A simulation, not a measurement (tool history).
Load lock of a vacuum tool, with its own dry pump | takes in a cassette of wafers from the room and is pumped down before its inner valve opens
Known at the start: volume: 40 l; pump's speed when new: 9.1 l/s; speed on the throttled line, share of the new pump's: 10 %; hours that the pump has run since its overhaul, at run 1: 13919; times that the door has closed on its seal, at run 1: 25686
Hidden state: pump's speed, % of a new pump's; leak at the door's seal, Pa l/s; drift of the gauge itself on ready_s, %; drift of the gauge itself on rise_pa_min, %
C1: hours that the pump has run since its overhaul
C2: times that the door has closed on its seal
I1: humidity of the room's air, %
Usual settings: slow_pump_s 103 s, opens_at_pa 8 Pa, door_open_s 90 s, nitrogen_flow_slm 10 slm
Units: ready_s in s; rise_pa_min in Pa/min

{"run": 1, "day": 0.0, "slow_pump_s": 103, "opens_at_pa": 8, "door_open_s": 90, "nitrogen_flow_slm": 10, "C1": 13919, "C2": 25686, "I1": 43.7, "ready_s": 138.7, "rise_pa_min": 0.314}
{"run": 2, "day": 14.125, "slow_pump_s": 118, "opens_at_pa": 8, "door_open_s": 90, "nitrogen_flow_slm": 10, "C1": 14258, "C2": 26847, "I1": 45.2, "ready_s": 152.6, "rise_pa_min": 0.332}
{"run": 3, "day": 26.292, "slow_pump_s": 119, "opens_at_pa": 8, "door_open_s": 90, "nitrogen_flow_slm": 10, "C1": 14550, "C2": 27846, "I1": 42.6, "ready_s": 152.9, "rise_pa_min": 0.348}
{"run": 4, "day": 44.204, "slow_pump_s": 119, "opens_at_pa": 8, "door_open_s": 43, "nitrogen_flow_slm": 10, "C1": 14980, "C2": 29318, "I1": 47.1, "ready_s": 153.4, "rise_pa_min": 0.363}
{"day": 62.804, "done": "door's seal changed, seat wiped"}
{"run": 5, "day": 63.446, "slow_pump_s": 103, "opens_at_pa": 15, "door_open_s": 90, "nitrogen_flow_slm": 10, "C1": 15440, "C2": 52, "I1": 44.0, "ready_s": 135.7, "rise_pa_min": 0.046}
{"run": 6, "day": 82.279, "slow_pump_s": 103, "opens_at_pa": 15, "door_open_s": 90, "nitrogen_flow_slm": 10, "C1": 15892, "C2": 1600, "I1": 44.9, "ready_s": 136.6, "rise_pa_min": 0.054}
{"day": 92.621, "done": "dry pump taken out, an overhauled one fitted"}
{"run": 7, "day": 100.567, "slow_pump_s": 103, "opens_at_pa": 15, "door_open_s": 90, "nitrogen_flow_slm": 10, "C1": 191, "C2": 3082, "I1": 45.2, "ready_s": 131.8, "rise_pa_min": 0.055}
{"run": 8, "day": 113.296, "slow_pump_s": 103, "opens_at_pa": 8, "door_open_s": 183, "nitrogen_flow_slm": 10, "C1": 496, "C2": 4127, "I1": 42.5, "ready_s": 134.9, "rise_pa_min": 0.074}
{"run": 9, "day": 123.483, "slow_pump_s": 103, "opens_at_pa": 8, "door_open_s": 183, "nitrogen_flow_slm": 10, "C1": 741, "C2": 4964, "I1": 47.8, "ready_s": 135.0, "rise_pa_min": 0.085}
{"run": 10, "day": 135.571, "slow_pump_s": 103, "opens_at_pa": 8, "door_open_s": 90, "nitrogen_flow_slm": 10, "C1": 1031, "C2": 5958, "I1": 42.1, "ready_s": 134.9, "rise_pa_min": 0.068}
{"run": 11, "day": 152.812, "slow_pump_s": 103, "opens_at_pa": 8, "door_open_s": 90, "nitrogen_flow_slm": 10, "C1": 1445, "C2": 7374, "I1": 44.5, "ready_s": 134.9, "rise_pa_min": 0.086}
{"run": 12, "day": 172.046, "slow_pump_s": 103, "opens_at_pa": 8, "door_open_s": 90, "nitrogen_flow_slm": 10, "C1": 1906, "C2": 8954, "I1": 42.9, "ready_s": 135.6, "rise_pa_min": 0.095}
{"run": 13, "day": 188.417, "slow_pump_s": 103, "opens_at_pa": 15, "door_open_s": 90, "nitrogen_flow_slm": 10, "C1": 2299, "C2": 10299, "I1": 47.2, "ready_s": 131.6, "rise_pa_min": 0.104}
{"run": 14, "day": 208.012, "slow_pump_s": 103, "opens_at_pa": 15, "door_open_s": 90, "nitrogen_flow_slm": 10, "C1": 2769, "C2": 11909, "I1": 41.5, "ready_s": 132.7, "rise_pa_min": 0.114}
{"run": 15, "day": 223.138, "slow_pump_s": 115, "opens_at_pa": 15, "door_open_s": 90, "nitrogen_flow_slm": 10, "C1": 3132, "C2": 13152, "I1": 44.3, "ready_s": 143.6, "rise_pa_min": 0.128}
{"run": 16, "day": 241.842, "slow_pump_s": 107, "opens_at_pa": 9, "door_open_s": 68, "nitrogen_flow_slm": 23, "C1": 3581, "C2": 14688, "I1": 43.9, "ready_s": 139.2, "rise_pa_min": 0.134}
{"run": 17, "day": 255.212, "slow_pump_s": 103, "opens_at_pa": 7, "door_open_s": 192, "nitrogen_flow_slm": 39, "C1": 3902, "C2": 15787, "I1": 47.2, "ready_s": 136.5, "rise_pa_min": 0.149}
{"run": 18, "day": 273.9, "slow_pump_s": 103, "opens_at_pa": 7, "door_open_s": 192, "nitrogen_flow_slm": 39, "C1": 4351, "C2": 17322, "I1": 46.8, "ready_s": 136.9, "rise_pa_min": 0.166}
{"run": 19, "day": 287.842, "slow_pump_s": 140, "opens_at_pa": 15, "door_open_s": 129, "nitrogen_flow_slm": 36, "C1": 4685, "C2": 18468, "I1": 46.4, "ready_s": 165.9, "rise_pa_min": 0.176}
{"run": 20, "day": 297.938, "slow_pump_s": 140, "opens_at_pa": 15, "door_open_s": 129, "nitrogen_flow_slm": 36, "C1": 4928, "C2": 19297, "I1": 44.9, "ready_s": 166.7, "rise_pa_min": 0.185}
{"run": 21, "day": 308.65, "slow_pump_s": 146, "opens_at_pa": 9, "door_open_s": 42, "nitrogen_flow_slm": 32, "C1": 5185, "C2": 20177, "I1": 40.8, "ready_s": 174.8, "rise_pa_min": 0.188}
{"run": 22, "day": 325.396, "slow_pump_s": 146, "opens_at_pa": 9, "door_open_s": 42, "nitrogen_flow_slm": 32, "C1": 5587, "C2": 21553, "I1": 45.8, "ready_s": 174.7, "rise_pa_min": 0.212}

The next listed run, before its measurement:
{"run": 23, "day": 342.233, "slow_pump_s": 103, "opens_at_pa": 7, "door_open_s": 57, "nitrogen_flow_slm": 10, "C1": 5991, "C2": 22936, "I1": 42.1, "ready_s": "?", "rise_pa_min": "?"}

ready_s: 136.9 s
rise_pa_min: 0.246 Pa/min
Without the tool's hidden state the same run would have given ready_s 135.3 s, rise_pa_min 0.033 Pa/min.
